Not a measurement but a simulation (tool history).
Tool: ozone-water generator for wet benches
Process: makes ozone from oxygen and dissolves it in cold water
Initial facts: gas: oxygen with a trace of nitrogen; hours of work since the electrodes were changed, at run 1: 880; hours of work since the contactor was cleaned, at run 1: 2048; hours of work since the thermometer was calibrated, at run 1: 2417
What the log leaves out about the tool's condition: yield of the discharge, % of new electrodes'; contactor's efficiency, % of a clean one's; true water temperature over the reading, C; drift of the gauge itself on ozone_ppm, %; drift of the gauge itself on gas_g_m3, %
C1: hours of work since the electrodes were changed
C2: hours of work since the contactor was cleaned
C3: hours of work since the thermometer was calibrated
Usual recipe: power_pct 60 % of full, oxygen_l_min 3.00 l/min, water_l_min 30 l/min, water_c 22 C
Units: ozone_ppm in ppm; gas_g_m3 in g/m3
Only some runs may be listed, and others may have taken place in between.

Run 1, day 0.000: usual settings; C1 880; C2 2048; C3 2417. Result: ozone_ppm 6.5 ppm, gas_g_m3 145.8 g/m3.
Run 2, day 2.396: usual settings; C1 923; C2 2091; C3 2460. Result: ozone_ppm 6.6 ppm, gas_g_m3 148.1 g/m3.
Run 3, day 4.329: usual settings but oxygen_l_min 5.18 l/min; C1 958; C2 2126; C3 2495. Result: ozone_ppm 7.2 ppm, gas_g_m3 111.3 g/m3.
Run 4, day 5.667: usual settings but oxygen_l_min 5.18 l/min; C1 982; C2 2150; C3 2519. Result: ozone_ppm 7.1 ppm, gas_g_m3 112.9 g/m3.
Run 5, day 7.208: usual settings but oxygen_l_min 5.18 l/min; C1 1009; C2 2177; C3 2546. Result: ozone_ppm 7.1 ppm, gas_g_m3 114.6 g/m3.
Run 6, day 9.175: usual settings but power_pct 51 % of full, oxygen_l_min 5.18 l/min; C1 1045; C2 2213; C3 2582. Result: ozone_ppm 6.2 ppm, gas_g_m3 97.5 g/m3.
Run 7, day 10.588: usual settings but power_pct 51 % of full, oxygen_l_min 5.18 l/min; C1 1070; C2 2238; C3 2607. Result: ozone_ppm 6.2 ppm, gas_g_m3 97.7 g/m3.
Run 8, day 12.921: usual settings; C1 1112; C2 2280; C3 2649. Result: ozone_ppm 6.7 ppm, gas_g_m3 145.7 g/m3.
Run 9, day 15.200: usual settings; C1 1153; C2 2321; C3 2690. Result: ozone_ppm 6.5 ppm, gas_g_m3 147.5 g/m3.
Run 10, day 17.554: usual settings but water_l_min 20 l/min; C1 1195; C2 2363; C3 2732. Result: ozone_ppm 9.9 ppm, gas_g_m3 147.7 g/m3.
At day 17.858: contactor cleaned.
Run 11, day 19.100: usual settings but water_l_min 20 l/min; C1 1220; C2 22; C3 2757. Result: ozone_ppm 9.7 ppm, gas_g_m3 146.1 g/m3.
Run 12, day 21.350: usual settings but water_l_min 20 l/min; C1 1260; C2 63; C3 2797. Result: ozone_ppm 9.8 ppm, gas_g_m3 146.9 g/m3.
Run 13, day 22.675: usual settings but oxygen_l_min 4.26 l/min, water_l_min 20 l/min; C1 1284; C2 87; C3 2821. Result: ozone_ppm 10.0 ppm, gas_g_m3 123.7 g/m3.
At day 23.112: contactor cleaned, once more.
Run 14, day 25.221: usual settings but power_pct 45 % of full; C1 1327; C2 38; C3 2864. Result: ozone_ppm 5.2 ppm, gas_g_m3 115.5 g/m3.
Run 15, day 27.612: usual settings but power_pct 45 % of full; C1 1370; C2 81; C3 2907. Result: ozone_ppm 5.3 ppm, gas_g_m3 116.0 g/m3.
Run 16, day 29.808: usual settings but power_pct 45 % of full; C1 1409; C2 120; C3 2946. Result: ozone_ppm 5.1 ppm, gas_g_m3 116.6 g/m3.
Run 17, day 31.446: usual settings; C1 1439; C2 150; C3 2976. Result: ozone_ppm 6.4 ppm, gas_g_m3 146.2 g/m3.
Run 18, day 33.975: usual settings but power_pct 95 % of full, water_l_min 25 l/min, water_c 27 C; C1 1484; C2 195; C3 3021. Result: ozone_ppm 11.1 ppm, gas_g_m3 215.9 g/m3.
Run 19, day 35.946: usual settings but power_pct 95 % of full, water_l_min 25 l/min, water_c 27 C; C1 1520; C2 231; C3 3057. Result: ozone_ppm 11.0 ppm, gas_g_m3 215.8 g/m3.
Run 20, day 38.404: usual settings but power_pct 95 % of full, water_l_min 25 l/min, water_c 27 C; C1 1564; C2 275; C3 3101. Result: ozone_ppm 11.1 ppm, gas_g_m3 216.2 g/m3.
Run 21, day 40.842: usual settings but power_pct 95 % of full, water_l_min 25 l/min, water_c 27 C; C1 1608; C2 319; C3 3145. Result: ozone_ppm 11.3 ppm, gas_g_m3 214.2 g/m3.
Run 22, day 42.612: usual settings but power_pct 85 % of full, oxygen_l_min 3.91 l/min, water_l_min 25 l/min, water_c 21 C; C1 1639; C2 350; C3 3176. Result: ozone_ppm 11.2 ppm, gas_g_m3 170.5 g/m3.
Run 23, day 44.783: usual settings but power_pct 85 % of full, oxygen_l_min 3.91 l/min, water_l_min 25 l/min, water_c 21 C; C1 1679; C2 389; C3 3215. Result: ozone_ppm 11.2 ppm, gas_g_m3 171.5 g/m3.
Run 24, day 47.317: usual settings but power_pct 62 % of full, oxygen_l_min 3.91 l/min, water_l_min 25 l/min, water_c 21 C; C1 1724; C2 435; C3 3261. Result: ozone_ppm 8.7 ppm, gas_g_m3 132.6 g/m3.
Run 25, day 49.850: usual settings but power_pct 62 % of full, oxygen_l_min 3.07 l/min, water_l_min 43 l/min, water_c 27 C; C1 1770; C2 480; C3 3306. Result: ozone_ppm 4.4 ppm, gas_g_m3 148.2 g/m3.

Run 26, settings as shown, results not yet in. Your forecast:
Run 26, day 51.612: usual settings but power_pct 49 % of full, water_c 18 C; C1 1801; C2 512; C3 3338. Result: ozone_ppm ?, gas_g_m3 ?.

ozone_ppm: 5.5 ppm
gas_g_m3: 124.7 g/m3
On a tool with no hidden condition, and with the same random variation, this run would have come out at ozone_ppm 5.6 ppm, gas_g_m3 125.9 g/m3.
